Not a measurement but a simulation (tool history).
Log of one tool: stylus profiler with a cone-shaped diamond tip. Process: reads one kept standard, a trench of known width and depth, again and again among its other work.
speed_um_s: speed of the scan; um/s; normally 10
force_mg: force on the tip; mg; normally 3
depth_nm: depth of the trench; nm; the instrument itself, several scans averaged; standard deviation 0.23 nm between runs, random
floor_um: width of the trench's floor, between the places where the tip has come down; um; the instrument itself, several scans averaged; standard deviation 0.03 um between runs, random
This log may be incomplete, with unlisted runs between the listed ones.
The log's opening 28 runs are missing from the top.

{"run": 29, "hour": 533.4, "speed_um_s": 9, "force_mg": 3, "depth_nm": 1012.02, "floor_um": 25.93}
{"run": 30, "hour": 552.6, "speed_um_s": 9, "force_mg": 3, "depth_nm": 1012.18, "floor_um": 25.99}
{"run": 31, "hour": 579.4, "speed_um_s": 28, "force_mg": 1.8, "depth_nm": 1008.61, "floor_um": 25.85}
{"run": 32, "hour": 595.4, "speed_um_s": 10, "force_mg": 6.8, "depth_nm": 1021.21, "floor_um": 25.98}
{"run": 33, "hour": 609.3, "speed_um_s": 27, "force_mg": 4.39, "depth_nm": 1015.55, "floor_um": 25.88}
{"run": 34, "hour": 633.0, "speed_um_s": 5, "force_mg": 6.89, "depth_nm": 1020.9, "floor_um": 25.95}
{"run": 35, "hour": 658.4, "speed_um_s": 5, "force_mg": 6.89, "depth_nm": 1021.31, "floor_um": 25.99}
{"run": 36, "hour": 675.2, "speed_um_s": 18, "force_mg": 6.69, "depth_nm": 1020.32, "floor_um": 25.9}
{"run": 37, "hour": 694.7, "speed_um_s": 18, "force_mg": 6.69, "depth_nm": 1020.8, "floor_um": 25.94}
{"run": 38, "hour": 709.0, "speed_um_s": 5, "force_mg": 2.34, "depth_nm": 1010.89, "floor_um": 25.93}
{"run": 39, "hour": 730.0, "speed_um_s": 36, "force_mg": 3.05, "depth_nm": 1012, "floor_um": 25.88}
{"run": 40, "hour": 746.8, "speed_um_s": 16, "force_mg": 2.02, "depth_nm": 1009, "floor_um": 25.91}
{"run": 41, "hour": 766.3, "speed_um_s": 9, "force_mg": 4.4, "depth_nm": 1015.57, "floor_um": 25.98}
{"run": 42, "hour": 785.6, "speed_um_s": 9, "force_mg": 4.4, "depth_nm": 1015.8, "floor_um": 26.02}
{"run": 43, "hour": 800.6, "speed_um_s": 13, "force_mg": 1.07, "depth_nm": 1006.32, "floor_um": 25.89}
{"run": 44, "hour": 818.8, "speed_um_s": 13, "force_mg": 1.07, "depth_nm": 1006.07, "floor_um": 25.86}
{"run": 45, "hour": 833.8, "speed_um_s": 6, "force_mg": 1.04, "depth_nm": 1006.14, "floor_um": 25.94}
{"run": 46, "hour": 847.2, "speed_um_s": 6, "force_mg": 1.04, "depth_nm": 1005.9, "floor_um": 25.95}

Alternative continuations, all from the tool just after run 46; predict every row:
{"run": "A", "hour": 873.1, "speed_um_s": 3, "force_mg": 4.43, "depth_nm": "?", "floor_um": "?"}
{"run": "B", "hour": 873.1, "speed_um_s": 10, "force_mg": 3, "depth_nm": "?", "floor_um": "?"}
{"run": "C", "hour": 873.1, "speed_um_s": 31, "force_mg": 8.15, "depth_nm": "?", "floor_um": "?"}
{"run": "D", "hour": 873.1, "speed_um_s": 3, "force_mg": 3, "depth_nm": "?", "floor_um": "?"}
{"run": "E", "hour": 873.1, "speed_um_s": 5, "force_mg": 5.28, "depth_nm": "?", "floor_um": "?"}

run=A depth_nm=1015.46 floor_um=25.99
run=B depth_nm=1012.22 floor_um=25.94
run=C depth_nm=1023.79 floor_um=25.85
run=D depth_nm=1011.78 floor_um=25.96
run=E depth_nm=1017.82 floor_um=25.98
Take away the tool's hidden state, keep each run's random variation, and the runs would have read:
run=A depth_nm=1015.49 floor_um=26
run=B depth_nm=1012.25 floor_um=25.95
run=C depth_nm=1023.82 floor_um=25.86
run=D depth_nm=1011.81 floor_um=25.96
run=E depth_nm=1017.84 floor_um=25.99
